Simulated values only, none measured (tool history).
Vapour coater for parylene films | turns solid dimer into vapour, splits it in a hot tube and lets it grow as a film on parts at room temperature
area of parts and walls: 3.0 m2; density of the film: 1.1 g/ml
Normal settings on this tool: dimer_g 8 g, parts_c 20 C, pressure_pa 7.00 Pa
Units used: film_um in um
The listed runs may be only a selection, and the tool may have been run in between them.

| run | hour | dimer_g | parts_c | pressure_pa | film_um |
|---|---|---|---|---|---|
| 1 | 0.0 | 8 | 20 | 7.00 | 1.764 |
| 2 | 41.3 | 8 | 20 | 7.00 | 1.754 |
| 3 | 99.0 | 8 | 20 | 7.00 | 1.760 |
| 4 | 144.7 | 8 | 21 | 7.00 | 1.685 |
| 5 | 197.9 | 8 | 21 | 7.00 | 1.683 |
| 6 | 241.7 | 8 | 21 | 7.00 | 1.682 |
| 7 | 285.1 | 8 | 21 | 7.00 | 1.676 |
| 8 | 311.3 | 8 | 21 | 7.00 | 1.685 |
| 9 | 369.4 | 8 | 21 | 7.00 | 1.676 |
| 10 | 428.6 | 8 | 21 | 7.00 | 1.675 |
|  | 434.4 | table's thermometer calibrated |
| 11 | 474.4 | 4 | 20 | 7.00 | 0.850 |
| 12 | 501.3 | 11 | 22 | 2.98 | 2.702 |
| 13 | 560.5 | 11 | 22 | 2.98 | 2.693 |
|  | 620.3 | trap's valve overhauled |
| 14 | 624.3 | 11 | 22 | 2.98 | 2.695 |
| 15 | 658.7 | 5 | 13 | 2.53 | 1.460 |
| 16 | 709.0 | 5 | 13 | 2.53 | 1.457 |
| 17 | 757.2 | 8 | 27 | 5.77 | 1.366 |
| 18 | 785.7 | 8 | 27 | 5.77 | 1.374 |

Consider 4 possible next runs. They are alternatives, not a sequence: every one starts from the tool as it was left by run 18. What does each give?
| A | 842.4 | 4 | 14 | 6.01 | ? |
| B | 842.4 | 8 | 27 | 5.77 | ? |
| C | 842.4 | 8 | 19 | 9.40 | ? |
| D | 842.4 | 8 | 19 | 5.29 | ? |

| run | film_um |
|---|---|
| A | 1.133 |
| B | 1.361 |
| C | 1.664 |
| D | 1.923 |
With no hidden state in the tool, these same runs would have given:
| run | film_um |
|---|---|
| A | 1.157 |
| B | 1.390 |
| C | 1.699 |
| D | 1.964 |
